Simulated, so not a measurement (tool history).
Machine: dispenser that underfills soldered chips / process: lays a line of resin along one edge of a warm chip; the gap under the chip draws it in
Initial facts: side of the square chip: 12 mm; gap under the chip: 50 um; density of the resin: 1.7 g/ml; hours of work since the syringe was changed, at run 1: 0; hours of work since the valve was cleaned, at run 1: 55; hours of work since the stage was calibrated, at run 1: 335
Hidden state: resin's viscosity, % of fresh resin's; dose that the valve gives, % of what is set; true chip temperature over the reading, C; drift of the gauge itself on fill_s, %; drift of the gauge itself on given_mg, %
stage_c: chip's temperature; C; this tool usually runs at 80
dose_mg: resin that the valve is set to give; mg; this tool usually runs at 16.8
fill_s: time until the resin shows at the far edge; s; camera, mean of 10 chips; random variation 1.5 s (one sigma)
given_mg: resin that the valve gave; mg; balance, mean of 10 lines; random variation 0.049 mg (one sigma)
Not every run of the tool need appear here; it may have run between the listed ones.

run   hour  stage_c  dose_mg  hours of work since the syringe was changed  hours of work since the valve was cleaned  hours of work since the stage was calibrated  fill_s  given_mg
  1    0.0       80     16.8                                            0                                         55                                           335   131.5     16.23
  2    7.3       80     16.8                                            6                                         61                                           340   207.3     16.13
      11.6  -- new syringe of resin
      14.0  -- stage's temperature calibrated
      18.7  -- dispensing valve cleaned and set on the balance
      24.9  -- new syringe of resin
  3   26.8       80     17.0                                            2                                          6                                             9   161.8     16.99
      36.0  -- new syringe of resin
  4   45.0       80     17.0                                            7                                         20                                            23   262.2     16.78
      48.0  -- new syringe of resin
      59.2  -- new syringe of resin
  5   60.0       80     17.0                                            1                                         32                                            35   147.0     16.72
      70.2  -- new syringe of resin
  6   70.2       80     17.4                                            0                                         40                                            43   141.5     17.04
      81.9  -- new syringe of resin
  7   84.1       80     17.4                                            2                                         50                                            53   163.5     16.98
      94.4  -- new syringe of resin
  8   94.4       80     21.5                                            0                                         58                                            61   136.9     20.89
     106.0  -- new syringe of resin
     107.9  -- dispensing valve cleaned and set on the balance
  9  109.5       80     19.9                                            2                                          1                                            72   161.9     19.73
     119.4  -- new syringe of resin
 10  124.6       80     16.8                                            4                                         13                                            84   198.1     16.66
     131.5  -- new syringe of resin
 11  140.3       80     17.1                                            7                                         25                                            96   244.1     16.72
     143.0  -- new syringe of resin
 12  150.7       80     17.1                                            6                                         33                                           104   230.0     16.68
     154.7  -- new syringe of resin
     166.3  -- new syringe of resin
 13  168.1       80     17.1                                            1                                         46                                           117   155.5     16.57
     177.8  -- new syringe of resin
 14  184.0       80     21.6                                            5                                         59                                           130   202.5     20.79
     190.0  -- new syringe of resin
 15  194.6       80     16.8                                            4                                         67                                           138   183.0     16.12
     196.6  -- dispensing valve cleaned and set on the balance
     202.3  -- new syringe of resin
 16  212.0       80     16.8                                            8                                         12                                           151   260.7     16.74
     214.1  -- new syringe of resin
 17  224.4       78     17.6                                            8                                         22                                           160   291.7     17.40
     225.7  -- new syringe of resin
 18  234.7       84     21.5                                            7                                         29                                           168   195.1     21.21
     237.7  -- new syringe of resin
 19  244.5       84     21.5                                            5                                         37                                           176   172.0     21.15
     248.9  -- new syringe of resin
 20  253.5       84     21.5                                            4                                         44                                           183   148.0     20.89
     259.9  -- new syringe of resin
 21  263.6       84     21.5                                            3                                         52                                           190   140.0     20.90
     271.9  -- new syringe of resin
 22  279.3       84     21.5                                            6                                         64                                           202   176.6     20.90
     282.8  -- new syringe of resin
     285.9  -- dispensing valve cleaned and set on the balance
     295.5  -- new syringe of resin
 23  296.6       79     14.7                                            1                                          8                                           215   160.8     14.59
     307.5  -- new syringe of resin
 24  313.6       92     16.5                                            5                                         21                                           228   115.2     16.27
     319.0  -- new syringe of resin
 25  323.1       87     16.3                                            3                                         29                                           235   128.4     16.01
     330.8  -- new syringe of resin
 26  337.3       87     18.6                                            5                                         40                                           246   143.6     18.21
     341.9  -- new syringe of resin
     353.7  -- new syringe of resin
 27  354.6       79     15.5                                            1                                         53                                           260   149.1     15.02
     365.2  -- new syringe of resin
 28  367.7       91     15.2                                            2                                         63                                           270   100.1     14.61
     375.2  -- dispensing valve cleaned and set on the balance
     377.7  -- new syringe of resin
 29  381.7       67     20.9                                            3                                          5                                           280   306.4     20.97
     389.7  -- new syringe of resin
 30  393.4       65     20.4                                            3                                         14                                           289   331.8     20.14
     402.0  -- new syringe of resin
 31  410.0       77     16.6                                            6                                         27                                           302   253.5     16.42
     413.5  -- new syringe of resin
     424.5  -- new syringe of resin
 32  428.2       77     16.6                                            3                                         41                                           316   187.6     16.20

For some of the steps in fill_s from one run to the next: how much would appear even if the tool had no hidden state, given the settings, what came in and random variation, and how much remains for the hidden state plus any gauge scatter that the measured result and the result without hidden state don't share?
Run 1 -> 2: no setting changed, nothing entered. fill_s +75.8 s: hidden state +78.4, all else -2.6.
Run 3 -> 4: new syringe of resin. fill_s +100.4 s: hidden state +100.6, all else -0.2.
Run 4 -> 5: new syringe of resin, new syringe of resin. fill_s -115.2 s: hidden state -113.0, all else -2.2.
Run 28 -> 29: stage_c 91 -> 67, dose_mg 15.2 -> 20.9, dispensing valve cleaned and set on the balance, new syringe of resin. fill_s +206.3 s: hidden state +36.6, all else +169.7.
